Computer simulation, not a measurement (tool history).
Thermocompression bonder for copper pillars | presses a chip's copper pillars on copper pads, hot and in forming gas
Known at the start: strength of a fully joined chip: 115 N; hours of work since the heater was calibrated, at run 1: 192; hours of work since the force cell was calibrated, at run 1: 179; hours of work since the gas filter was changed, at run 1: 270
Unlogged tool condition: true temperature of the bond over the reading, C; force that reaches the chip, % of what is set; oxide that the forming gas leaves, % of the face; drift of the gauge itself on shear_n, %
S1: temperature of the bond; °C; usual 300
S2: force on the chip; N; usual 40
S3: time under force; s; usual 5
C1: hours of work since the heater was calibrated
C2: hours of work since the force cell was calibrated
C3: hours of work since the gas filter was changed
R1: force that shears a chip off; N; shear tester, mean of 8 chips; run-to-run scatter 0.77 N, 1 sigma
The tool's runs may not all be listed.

Run 1, day 0: usual settings; C1 192; C2 179; C3 270. Result: R1 57.8 N.
Run 2, day 0.325: usual settings; C1 196; C2 182; C3 273. Result: R1 58.1 N.
Run 3, day 0.538: usual settings but S2 42 N; C1 199; C2 185; C3 276. Result: R1 61.7 N.
Run 4, day 0.788: usual settings but S1 273 °C, S2 42 N; C1 201; C2 188; C3 279. Result: R1 43.3 N.
Run 5, day 1.154: usual settings but S1 273 °C, S2 42 N; C1 206; C2 192; C3 283. Result: R1 41.5 N.
Run 6, day 1.429: usual settings but S1 273 °C, S2 42 N; C1 209; C2 195; C3 286. Result: R1 43.4 N.
Run 7, day 1.675: usual settings but S1 273 °C, S2 42 N; C1 212; C2 198; C3 289. Result: R1 41.7 N.
Run 8, day 1.992: usual settings but S1 273 °C, S2 42 N; C1 215; C2 201; C3 292. Result: R1 43.3 N.
Run 9, day 2.371: usual settings but S1 273 °C, S2 42 N; C1 220; C2 206; C3 297. Result: R1 42.2 N.
Run 10, day 2.767: usual settings but S1 273 °C, S2 42 N; C1 224; C2 210; C3 301. Result: R1 43.6 N.
Run 11, day 3.15: usual settings but S1 273 °C, S2 42 N; C1 228; C2 215; C3 306. Result: R1 42.1 N.
Run 12, day 3.492: usual settings; C1 232; C2 219; C3 310. Result: R1 58.4 N.
Run 13, day 3.667: usual settings but S1 286 °C, S2 43 N, S3 10 s; C1 234; C2 221; C3 312. Result: R1 66.3 N.
Run 14, day 3.917: usual settings but S1 325 °C; C1 237; C2 223; C3 314. Result: R1 74.6 N.
Run 15, day 4.271: usual settings but S1 325 °C; C1 241; C2 228; C3 319. Result: R1 73.4 N.

For run 16, what comes out?
Run 16, day 4.575: usual settings but S1 278 °C; C1 245; C2 231; C3 322. Result: R1 ?.

R1: 44.5 N
The same run, on a tool lacking any hidden state, would have yielded R1 44.4 N.
